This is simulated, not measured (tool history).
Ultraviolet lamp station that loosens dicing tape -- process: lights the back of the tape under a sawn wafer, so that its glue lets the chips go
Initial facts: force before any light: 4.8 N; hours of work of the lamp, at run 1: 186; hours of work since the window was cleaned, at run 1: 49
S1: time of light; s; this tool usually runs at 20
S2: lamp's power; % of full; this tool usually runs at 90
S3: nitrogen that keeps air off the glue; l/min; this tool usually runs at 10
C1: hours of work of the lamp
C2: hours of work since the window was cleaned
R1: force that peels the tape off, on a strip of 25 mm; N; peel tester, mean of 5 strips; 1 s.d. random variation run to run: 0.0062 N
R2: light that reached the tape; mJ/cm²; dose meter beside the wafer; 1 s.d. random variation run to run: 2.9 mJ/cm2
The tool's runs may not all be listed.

| run | hour | S1 | S2 | S3 | C1 | C2 | R1 | R2 |
|---|---|---|---|---|---|---|---|---|
| 1 | 0 | 20 | 90 | 10 | 186 | 49 | 0.211 | 379 |
| 2 | 33.8 | 20 | 90 | 10 | 205 | 68 | 0.203 | 376 |
| 3 | 56.4 | 20 | 90 | 10 | 217 | 81 | 0.226 | 372 |
| 4 | 75.2 | 20 | 90 | 5 | 228 | 91 | 0.357 | 372 |
| 5 | 96.9 | 20 | 78 | 10 | 240 | 103 | 0.302 | 324 |
| 6 | 134.2 | 20 | 78 | 10 | 261 | 125 | 0.31 | 320 |
| 7 | 159.1 | 20 | 61 | 10 | 276 | 139 | 0.52 | 245 |
| 8 | 201.2 | 20 | 90 | 10 | 299 | 162 | 0.223 | 353 |
| 9 | 222.4 | 20 | 90 | 10 | 311 | 174 | 0.247 | 355 |
| 10 | 241.4 | 20 | 90 | 10 | 322 | 185 | 0.24 | 360 |
| 11 | 260.7 | 20 | 90 | 10 | 333 | 196 | 0.246 | 352 |
| 12 | 287.2 | 20 | 90 | 10 | 348 | 211 | 0.242 | 351 |
| 13 | 316.3 | 20 | 90 | 10 | 364 | 228 | 0.244 | 347 |
| 14 | 340.9 | 20 | 90 | 10 | 378 | 241 | 0.258 | 349 |
| 15 | 363.2 | 20 | 90 | 10 | 391 | 254 | 0.261 | 342 |
| 16 | 398.2 | 20 | 90 | 10 | 411 | 274 | 0.275 | 339 |
| 17 | 435.4 | 20 | 90 | 10 | 432 | 295 | 0.272 | 335 |
| 18 | 453.8 | 20 | 90 | 10 | 442 | 305 | 0.274 | 335 |
| 19 | 472.4 | 20 | 90 | 10 | 453 | 316 | 0.285 | 331 |
| 20 | 493.8 | 20 | 90 | 10 | 465 | 328 | 0.287 | 327 |
| 21 | 532.1 | 20 | 73 | 10 | 486 | 350 | 0.461 | 264 |
| 22 | 563.7 | 20 | 73 | 10 | 504 | 367 | 0.448 | 260 |
| 23 | 587.7 | 20 | 73 | 10 | 518 | 381 | 0.469 | 255 |
| 24 | 617.4 | 20 | 67 | 4 | 535 | 398 | 0.942 | 234 |
| 25 | 637.7 | 13 | 77 | 10 | 546 | 409 | 0.945 | 175 |
| 26 | 673.7 | 32 | 61 | 5 | 567 | 430 | 0.447 | 337 |
| 27 | 700.1 | 32 | 61 | 5 | 581 | 445 | 0.435 | 331 |
| 28 | 726.1 | 32 | 61 | 5 | 596 | 459 | 0.463 | 330 |
| 29 | 766.5 | 23 | 94 | 10 | 619 | 482 | 0.228 | 360 |
| 30 | 788.3 | 25 | 92 | 10 | 631 | 494 | 0.209 | 385 |
|  | 819.3 | window cleaned of glue's vapour |
| 31 | 830.3 | 21 | 62 | 4 | 655 | 6 | 0.858 | 247 |
| 32 | 859.9 | 21 | 62 | 4 | 672 | 23 | 0.9 | 244 |
| 33 | 879.6 | 21 | 62 | 4 | 683 | 34 | 0.887 | 243 |
| 34 | 905.7 | 12 | 88 | 20 | 697 | 49 | 0.556 | 194 |
| 35 | 926.3 | 12 | 88 | 20 | 709 | 60 | 0.554 | 196 |
| 36 | 950.2 | 24 | 93 | 16 | 723 | 74 | 0.151 | 414 |
| 37 | 985.2 | 24 | 93 | 16 | 742 | 94 | 0.157 | 409 |
| 38 | 1020 | 24 | 93 | 16 | 762 | 113 | 0.169 | 401 |
| 39 | 1059 | 24 | 93 | 16 | 784 | 136 | 0.157 | 395 |
| 40 | 1084 | 24 | 93 | 16 | 798 | 150 | 0.153 | 390 |
| 41 | 1118 | 24 | 63 | 16 | 817 | 169 | 0.34 | 265 |
| 42 | 1142.8 | 18 | 87 | 16 | 832 | 183 | 0.326 | 266 |
| 43 | 1179.9 | 39 | 88 | 6 | 852 | 204 | 0.136 | 590 |

Consider 4 possible next runs. They are alternatives, not a sequence: every one starts from the tool as it was left by run 43. What does each give?
| A | 1211.4 | 33 | 88 | 10 | 870 | 222 | ? | ? |
| B | 1211.4 | 14 | 88 | 6 | 870 | 222 | ? | ? |
| C | 1211.4 | 15 | 82 | 4 | 870 | 222 | ? | ? |
| D | 1211.4 | 25 | 63 | 18 | 870 | 222 | ? | ? |

| run | R1 | R2 |
|---|---|---|
| A | 0.144 | 489 |
| B | 0.974 | 208 |
| C | 1.122 | 206 |
| D | 0.335 | 263 |
The same runs, with their run-to-run variation unchanged, on a tool lacking any hidden condition would have given:
| run | R1 | R2 |
|---|---|---|
| A | 0.115 | 659 |
| B | 0.581 | 280 |
| C | 0.705 | 278 |
| D | 0.189 | 355 |

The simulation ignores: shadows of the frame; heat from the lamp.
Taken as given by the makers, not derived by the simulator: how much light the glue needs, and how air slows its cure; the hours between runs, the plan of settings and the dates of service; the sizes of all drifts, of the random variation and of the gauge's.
